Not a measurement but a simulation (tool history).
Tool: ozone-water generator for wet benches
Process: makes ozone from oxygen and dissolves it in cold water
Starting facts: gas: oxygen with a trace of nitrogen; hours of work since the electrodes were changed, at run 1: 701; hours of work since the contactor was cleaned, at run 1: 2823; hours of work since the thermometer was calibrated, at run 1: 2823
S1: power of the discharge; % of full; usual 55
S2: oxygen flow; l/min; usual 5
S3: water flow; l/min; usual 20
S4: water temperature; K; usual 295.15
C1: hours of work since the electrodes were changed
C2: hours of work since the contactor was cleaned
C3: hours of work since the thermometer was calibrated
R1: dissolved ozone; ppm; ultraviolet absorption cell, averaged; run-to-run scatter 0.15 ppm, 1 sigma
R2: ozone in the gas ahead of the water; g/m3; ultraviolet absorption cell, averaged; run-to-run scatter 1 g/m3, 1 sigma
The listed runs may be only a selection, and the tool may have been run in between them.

run 1 hour=0 | S1=55 S2=5 S3=20 S4=295.15 | C1=701 C2=2823 C3=2823 | R1=19.6 R2=182.2
run 2 hour=43.1 | S1=55 S2=5 S3=20 S4=289.15 | C1=734 C2=2856 C3=2856 | R1=21.2 R2=182.2
run 3 hour=91.1 | S1=55 S2=5 S3=20 S4=289.15 | C1=771 C2=2893 C3=2893 | R1=20.8 R2=182.9
run 4 hour=150.1 | S1=55 S2=5 S3=20 S4=299.15 | C1=817 C2=2939 C3=2939 | R1=18.3 R2=184.1
run 5 hour=213.3 | S1=55 S2=5 S3=20 S4=299.15 | C1=866 C2=2988 C3=2988 | R1=18.3 R2=182.1
run 6 hour=269.4 | S1=55 S2=5 S3=20 S4=299.15 | C1=910 C2=3032 C3=3032 | R1=18.4 R2=182
run 7 hour=310 | S1=55 S2=5 S3=20 S4=295.15 | C1=941 C2=3063 C3=3063 | R1=19.4 R2=183.7
run 8 hour=379.4 | S1=55 S2=5 S3=20 S4=295.15 | C1=995 C2=3117 C3=3117 | R1=19.7 R2=182.8
run 9 hour=444.6 | S1=55 S2=5 S3=20 S4=296.15 | C1=1046 C2=3168 C3=3168 | R1=19.3 R2=182.6
run 10 hour=490.6 | S1=40 S2=5 S3=20 S4=296.15 | C1=1082 C2=3204 C3=3204 | R1=16.2 R2=155.4
run 11 hour=533.5 | S1=40 S2=5 S3=19 S4=296.15 | C1=1115 C2=3237 C3=3237 | R1=16.8 R2=155.8
run 12 hour=589.3 | S1=55 S2=3.58 S3=20 S4=295.15 | C1=1158 C2=3280 C3=3280 | R1=18.4 R2=209.2
run 13 hour=652.8 | S1=55 S2=3.58 S3=20 S4=295.15 | C1=1208 C2=3329 C3=3329 | R1=18.2 R2=209.2
run 14 hour=695 | S1=55 S2=5 S3=20 S4=295.15 | C1=1240 C2=3362 C3=3362 | R1=19.3 R2=184.1
run 15 hour=738.9 | S1=55 S2=5 S3=20 S4=295.15 | C1=1275 C2=3396 C3=3396 | R1=19.5 R2=185
run 16 hour=784.8 | S1=55 S2=5 S3=19 S4=295.15 | C1=1310 C2=3432 C3=3432 | R1=20.3 R2=185.2
run 17 hour=820.9 | S1=55 S2=8.09 S3=20 S4=295.15 | C1=1338 C2=3460 C3=3460 | R1=20.2 R2=154.8
run 18 hour=894.1 | S1=64 S2=6.41 S3=20 S4=295.15 | C1=1395 C2=3517 C3=3517 | R1=21.8 R2=182.2
run 19 hour=974.6 | S1=64 S2=6.41 S3=20 S4=295.15 | C1=1458 C2=3579 C3=3579 | R1=21.8 R2=181
run 20 hour=1013.5 | S1=55 S2=5 S3=20 S4=291.15 | C1=1488 C2=3610 C3=3610 | R1=20.7 R2=185.2
run 21 hour=1087.7 | S1=55 S2=5 S3=20 S4=291.15 | C1=1545 C2=3667 C3=3667 | R1=20.6 R2=184.7
-- hour=1128.9 water thermometer calibrated
run 22 hour=1139.7 | S1=60 S2=5 S3=23 S4=292.15 | C1=1585 C2=3707 C3=8 | R1=18.9 R2=194.9
run 23 hour=1201.7 | S1=41 S2=7.21 S3=20 S4=295.15 | C1=1634 C2=3755 C3=57 | R1=17.3 R2=138.1
run 24 hour=1236.7 | S1=41 S2=7.21 S3=20 S4=295.15 | C1=1661 C2=3782 C3=84 | R1=17.4 R2=140
-- hour=1280.9 gauge calibrated
run 25 hour=1297.4 | S1=77 S2=3.18 S3=27 S4=288.15 | C1=1708 C2=3830 C3=131 | R1=16.8 R2=259
run 26 hour=1371 | S1=48 S2=5.65 S3=29 S4=289.15 | C1=1765 C2=3887 C3=188 | R1=14.4 R2=162.5
run 27 hour=1440.2 | S1=48 S2=3.76 S3=22 S4=289.15 | C1=1819 C2=3941 C3=242 | R1=17 R2=189.7
run 28 hour=1503.6 | S1=51 S2=5 S3=21 S4=296.15 | C1=1868 C2=3990 C3=291 | R1=18.1 R2=176
run 29 hour=1561.4 | S1=52 S2=3.66 S3=21 S4=293.15 | C1=1913 C2=4035 C3=336 | R1=17.5 R2=200.5
run 30 hour=1627.2 | S1=52 S2=3.66 S3=21 S4=293.15 | C1=1964 C2=4086 C3=387 | R1=17.5 R2=200.1
run 31 hour=1677.8 | S1=50 S2=5 S3=20 S4=295.15 | C1=2003 C2=4125 C3=426 | R1=18.3 R2=173.2
run 32 hour=1729.3 | S1=64 S2=5 S3=20 S4=295.15 | C1=2043 C2=4165 C3=466 | R1=21.1 R2=199.8
run 33 hour=1773 | S1=64 S2=5 S3=20 S4=295.15 | C1=2077 C2=4199 C3=500 | R1=21.1 R2=198.8
run 34 hour=1839.1 | S1=64 S2=5 S3=20 S4=295.15 | C1=2128 C2=4250 C3=551 | R1=21.1 R2=198.3

Take each entry between the runs: how does the hidden state at the last listed run before it differ from the hidden state at the first listed run after it?
Logged between run 21 and run 22: water thermometer calibrated (hour 1128.9)
  drift of the gauge itself on gas_g_m3, %: 2.49 -> 2.61
  measured minus no-state result, R2: +4.4 -> +4.8 g/m3
Logged between run 24 and run 25: gauge calibrated (hour 1280.9)
  drift of the gauge itself on gas_g_m3, %: 2.83 -> 0.04
  measured minus no-state result, R2: +3.7 -> -0.1 g/m3
